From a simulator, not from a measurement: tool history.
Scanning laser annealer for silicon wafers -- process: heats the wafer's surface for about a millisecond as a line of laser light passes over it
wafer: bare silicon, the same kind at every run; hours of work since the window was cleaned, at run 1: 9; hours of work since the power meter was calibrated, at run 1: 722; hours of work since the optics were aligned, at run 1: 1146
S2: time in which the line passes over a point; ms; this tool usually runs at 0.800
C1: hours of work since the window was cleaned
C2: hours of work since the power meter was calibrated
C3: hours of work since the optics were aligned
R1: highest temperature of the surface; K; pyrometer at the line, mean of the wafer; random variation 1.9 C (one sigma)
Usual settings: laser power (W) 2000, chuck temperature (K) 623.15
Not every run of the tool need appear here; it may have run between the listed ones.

{"run": 1, "day": 0.0, "laser power (W)": 2000, "S2": 0.8, "chuck temperature (K)": 623.15, "C1": 9, "C2": 722, "C3": 1146, "R1": 1356.15}
{"day": 1.567, "done": "optics aligned, line set to its width"}
{"run": 2, "day": 2.421, "laser power (W)": 2000, "S2": 0.983, "chuck temperature (K)": 623.15, "C1": 33, "C2": 745, "C3": 9, "R1": 1465.15}
{"run": 3, "day": 5.842, "laser power (W)": 2000, "S2": 0.8, "chuck temperature (K)": 636.15, "C1": 69, "C2": 781, "C3": 45, "R1": 1373.15}
{"run": 4, "day": 8.675, "laser power (W)": 2000, "S2": 0.652, "chuck temperature (K)": 623.15, "C1": 99, "C2": 811, "C3": 75, "R1": 1277.15}
{"run": 5, "day": 12.821, "laser power (W)": 2000, "S2": 0.8, "chuck temperature (K)": 623.15, "C1": 143, "C2": 855, "C3": 120, "R1": 1360.15}
{"run": 6, "day": 15.992, "laser power (W)": 2000, "S2": 0.8, "chuck temperature (K)": 623.15, "C1": 177, "C2": 889, "C3": 153, "R1": 1358.15}
{"run": 7, "day": 19.125, "laser power (W)": 2000, "S2": 0.8, "chuck temperature (K)": 623.15, "C1": 210, "C2": 922, "C3": 186, "R1": 1359.15}
{"run": 8, "day": 21.317, "laser power (W)": 2000, "S2": 0.8, "chuck temperature (K)": 623.15, "C1": 234, "C2": 946, "C3": 210, "R1": 1355.15}
{"run": 9, "day": 25.554, "laser power (W)": 2000, "S2": 0.8, "chuck temperature (K)": 623.15, "C1": 279, "C2": 991, "C3": 255, "R1": 1359.15}
{"run": 10, "day": 27.725, "laser power (W)": 2000, "S2": 0.8, "chuck temperature (K)": 623.15, "C1": 302, "C2": 1014, "C3": 278, "R1": 1355.15}
{"run": 11, "day": 31.242, "laser power (W)": 2000, "S2": 0.8, "chuck temperature (K)": 623.15, "C1": 339, "C2": 1051, "C3": 315, "R1": 1354.15}
{"run": 12, "day": 34.025, "laser power (W)": 2000, "S2": 0.8, "chuck temperature (K)": 623.15, "C1": 369, "C2": 1081, "C3": 345, "R1": 1353.15}
{"run": 13, "day": 36.242, "laser power (W)": 2000, "S2": 0.848, "chuck temperature (K)": 623.15, "C1": 392, "C2": 1104, "C3": 368, "R1": 1379.15}
{"run": 14, "day": 38.7, "laser power (W)": 2000, "S2": 0.598, "chuck temperature (K)": 623.15, "C1": 418, "C2": 1130, "C3": 394, "R1": 1238.15}
{"run": 15, "day": 41.592, "laser power (W)": 2000, "S2": 0.598, "chuck temperature (K)": 623.15, "C1": 449, "C2": 1161, "C3": 425, "R1": 1237.15}
{"run": 16, "day": 43.854, "laser power (W)": 2000, "S2": 0.598, "chuck temperature (K)": 591.15, "C1": 473, "C2": 1185, "C3": 449, "R1": 1203.15}
{"run": 17, "day": 46.408, "laser power (W)": 1786, "S2": 0.8, "chuck temperature (K)": 623.15, "C1": 500, "C2": 1212, "C3": 476, "R1": 1268.15}
{"run": 18, "day": 48.246, "laser power (W)": 2000, "S2": 0.8, "chuck temperature (K)": 623.15, "C1": 520, "C2": 1232, "C3": 496, "R1": 1347.15}
{"run": 19, "day": 51.721, "laser power (W)": 2000, "S2": 0.8, "chuck temperature (K)": 623.15, "C1": 557, "C2": 1269, "C3": 533, "R1": 1348.15}
{"run": 20, "day": 54.5, "laser power (W)": 2079, "S2": 0.8, "chuck temperature (K)": 623.15, "C1": 586, "C2": 1298, "C3": 562, "R1": 1374.15}
{"run": 21, "day": 57.371, "laser power (W)": 2079, "S2": 0.8, "chuck temperature (K)": 623.15, "C1": 616, "C2": 1329, "C3": 593, "R1": 1373.15}
{"run": 22, "day": 61.038, "laser power (W)": 2000, "S2": 0.698, "chuck temperature (K)": 623.15, "C1": 655, "C2": 1368, "C3": 632, "R1": 1288.15}
{"run": 23, "day": 65.25, "laser power (W)": 2000, "S2": 0.8, "chuck temperature (K)": 587.15, "C1": 700, "C2": 1412, "C3": 676, "R1": 1303.15}
{"run": 24, "day": 68.404, "laser power (W)": 1757, "S2": 0.654, "chuck temperature (K)": 604.15, "C1": 734, "C2": 1446, "C3": 710, "R1": 1164.15}
{"run": 25, "day": 71.833, "laser power (W)": 1757, "S2": 0.654, "chuck temperature (K)": 604.15, "C1": 770, "C2": 1482, "C3": 746, "R1": 1164.15}
{"run": 26, "day": 74.025, "laser power (W)": 1765, "S2": 0.654, "chuck temperature (K)": 585.15, "C1": 793, "C2": 1505, "C3": 770, "R1": 1144.15}
{"run": 27, "day": 77.0, "laser power (W)": 2052, "S2": 0.658, "chuck temperature (K)": 631.15, "C1": 825, "C2": 1537, "C3": 801, "R1": 1282.15}
{"day": 77.788, "done": "window over the wafer cleaned"}
{"run": 28, "day": 79.067, "laser power (W)": 1791, "S2": 0.793, "chuck temperature (K)": 634.15, "C1": 14, "C2": 1558, "C3": 822, "R1": 1295.15}
{"run": 29, "day": 82.425, "laser power (W)": 1928, "S2": 0.775, "chuck temperature (K)": 587.15, "C1": 49, "C2": 1594, "C3": 858, "R1": 1287.15}
{"run": 30, "day": 86.067, "laser power (W)": 1928, "S2": 0.775, "chuck temperature (K)": 587.15, "C1": 88, "C2": 1632, "C3": 897, "R1": 1287.15}
{"run": 31, "day": 88.062, "laser power (W)": 1947, "S2": 0.775, "chuck temperature (K)": 587.15, "C1": 109, "C2": 1654, "C3": 918, "R1": 1288.15}
{"run": 32, "day": 91.496, "laser power (W)": 1788, "S2": 0.8, "chuck temperature (K)": 609.15, "C1": 146, "C2": 1690, "C3": 954, "R1": 1273.15}
{"run": 33, "day": 95.625, "laser power (W)": 1788, "S2": 0.8, "chuck temperature (K)": 609.15, "C1": 189, "C2": 1734, "C3": 998, "R1": 1271.15}
{"run": 34, "day": 98.367, "laser power (W)": 1710, "S2": 0.8, "chuck temperature (K)": 600.15, "C1": 219, "C2": 1763, "C3": 1027, "R1": 1229.15}
{"run": 35, "day": 102.038, "laser power (W)": 1710, "S2": 0.8, "chuck temperature (K)": 600.15, "C1": 258, "C2": 1802, "C3": 1066, "R1": 1230.15}
{"run": 36, "day": 106.196, "laser power (W)": 1817, "S2": 0.859, "chuck temperature (K)": 648.15, "C1": 302, "C2": 1846, "C3": 1110, "R1": 1346.15}
{"run": 37, "day": 109.046, "laser power (W)": 2110, "S2": 0.684, "chuck temperature (K)": 652.15, "C1": 332, "C2": 1876, "C3": 1141, "R1": 1352.15}
{"day": 111.171, "done": "optics aligned, line set to its width"}
{"run": 38, "day": 112.058, "laser power (W)": 2048, "S2": 0.597, "chuck temperature (K)": 624.15, "C1": 362, "C2": 1906, "C3": 9, "R1": 1261.15}
{"run": 39, "day": 114.542, "laser power (W)": 2048, "S2": 0.597, "chuck temperature (K)": 624.15, "C1": 388, "C2": 1933, "C3": 36, "R1": 1256.15}
{"run": 40, "day": 117.2, "laser power (W)": 1850, "S2": 0.597, "chuck temperature (K)": 615.15, "C1": 416, "C2": 1961, "C3": 64, "R1": 1189.15}
{"run": 41, "day": 120.596, "laser power (W)": 1808, "S2": 0.597, "chuck temperature (K)": 615.15, "C1": 452, "C2": 1997, "C3": 100, "R1": 1173.15}

Hidden state at the last listed run before each entry between runs and at the first one after, where it differs:
In the gap between runs 1 and 2: optics aligned, line set to its width (day 1.567)
  light that passes the window, % of a clean one's: 99.92 -> 99.81; laser's true power over the reading, %: 0.28 -> 0.29; width of the line over the set one, %: 3.81 -> 0.43
  measured minus no-state result, R1: -9.00 -> -1.00 K
In the gap between runs 27 and 28: window over the wafer cleaned (day 77.788)
  light that passes the window, % of a clean one's: 96.12 -> 99.93; laser's true power over the reading, %: 0.9 -> 0.91; width of the line over the set one, %: 2.91 -> 2.97
  measured minus no-state result, R1: -27.00 -> -2.00 K
In the gap between runs 37 and 38: optics aligned, line set to its width (day 111.171)
  light that passes the window, % of a clean one's: 98.5 -> 98.35; laser's true power over the reading, %: 1.15 -> 1.17; width of the line over the set one, %: 3.95 -> 0.12
  measured minus no-state result, R1: -13.00 -> -3.00 K

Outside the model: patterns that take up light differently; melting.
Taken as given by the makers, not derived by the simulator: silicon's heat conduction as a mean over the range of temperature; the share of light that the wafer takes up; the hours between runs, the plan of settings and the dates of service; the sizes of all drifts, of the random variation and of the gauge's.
